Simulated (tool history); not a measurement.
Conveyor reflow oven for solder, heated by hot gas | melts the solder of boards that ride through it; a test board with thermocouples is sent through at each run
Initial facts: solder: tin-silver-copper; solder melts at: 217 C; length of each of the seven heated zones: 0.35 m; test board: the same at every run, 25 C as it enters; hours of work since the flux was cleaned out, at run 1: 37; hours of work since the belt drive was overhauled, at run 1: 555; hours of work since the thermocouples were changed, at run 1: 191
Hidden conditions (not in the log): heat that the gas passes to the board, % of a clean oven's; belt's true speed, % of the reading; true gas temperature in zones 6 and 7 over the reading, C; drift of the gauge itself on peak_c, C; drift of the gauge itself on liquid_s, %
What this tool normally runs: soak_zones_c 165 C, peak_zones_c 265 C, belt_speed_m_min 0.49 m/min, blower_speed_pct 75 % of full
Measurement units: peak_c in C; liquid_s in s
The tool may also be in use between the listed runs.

run   hour  soak_zones_c  peak_zones_c  belt_speed_m_min  blower_speed_pct  hours of work since the flux was cleaned out  hours of work since the belt drive was overhauled  hours of work since the thermocouples were changed  peak_c  liquid_s
  1      0           165           265              0.49                75                                            37                                                555                                                 191   250.1      59.1
  2   28.4           165           265              0.49                75                                            58                                                576                                                 212   248.8      59.4
  3   45.2           165           265              0.49                75                                            71                                                588                                                 225   248.4      59.3
  4   60.4           165           265              0.49                75                                            82                                                599                                                 236   248.5      59.3
  5   74.7           163           265              0.49                75                                            93                                                610                                                 247   248.7      57.6
  6   97.8           165           265              0.49                58                                           110                                                627                                                 264   242.2        50
  7  114.6           176           265              0.49                58                                           122                                                640                                                 276   244.1      56.4
  8  129.5           176           265              0.49                58                                           133                                                651                                                 287   244.5      57.5
  9  145.7           176           265              0.49                58                                           145                                                663                                                 300   244.2      56.7
 10    160           176           265              0.49                58                                           156                                                673                                                 310   244.2      56.3
     186.3  -- flux residue cleaned out of gas plates and filters
 11  193.2           165           265              0.49                75                                             5                                                694                                                 331   249.1      59.2
 12    206           165           265              0.49                75                                            15                                                704                                                 341   249.4      59.4
 13  230.9           165           265              0.49                75                                            33                                                722                                                 359   249.2      59.1
 14  243.8           165           265              0.49                75                                            43                                                732                                                 369   248.5      59.9
 15  271.6           165           265              0.49                75                                            63                                                753                                                 389   248.3      59.2
 16  299.5           165           265              0.49                75                                            84                                                773                                                 410   248.5      58.7
 17  322.5           152           269              0.49                75                                           101                                                790                                                 427   249.9      55.8
 18  347.8           171           265              0.49                75                                           120                                                809                                                 446   248.2      61.6
 19  368.1           171           265              0.49                75                                           135                                                824                                                 461   249.3        62
 20  383.6           165           265              0.41                75                                           147                                                836                                                 473   252.6      77.2
 21  398.7           164           258             0.395                61                                           158                                                847                                                 484   243.4      68.1
 22  413.3           165           271             0.584                75                                           169                                                858                                                 495   246.7      45.8
     421.6  -- flux residue cleaned out of gas plates and filters
 23  438.8           165           265              0.49                80                                            13                                                873                                                 510   250.5      61.1

Forecast run 24:
 24  463.4           162           274             0.401                83                                            31                                                891                                                 528       ?         ?

{"run 24": {"peak_c": 264.2, "liquid_s": 86.8}}
The same run, on a tool lacking any hidden state, would have yielded peak_c 265.7 C, liquid_s 86.4 s.
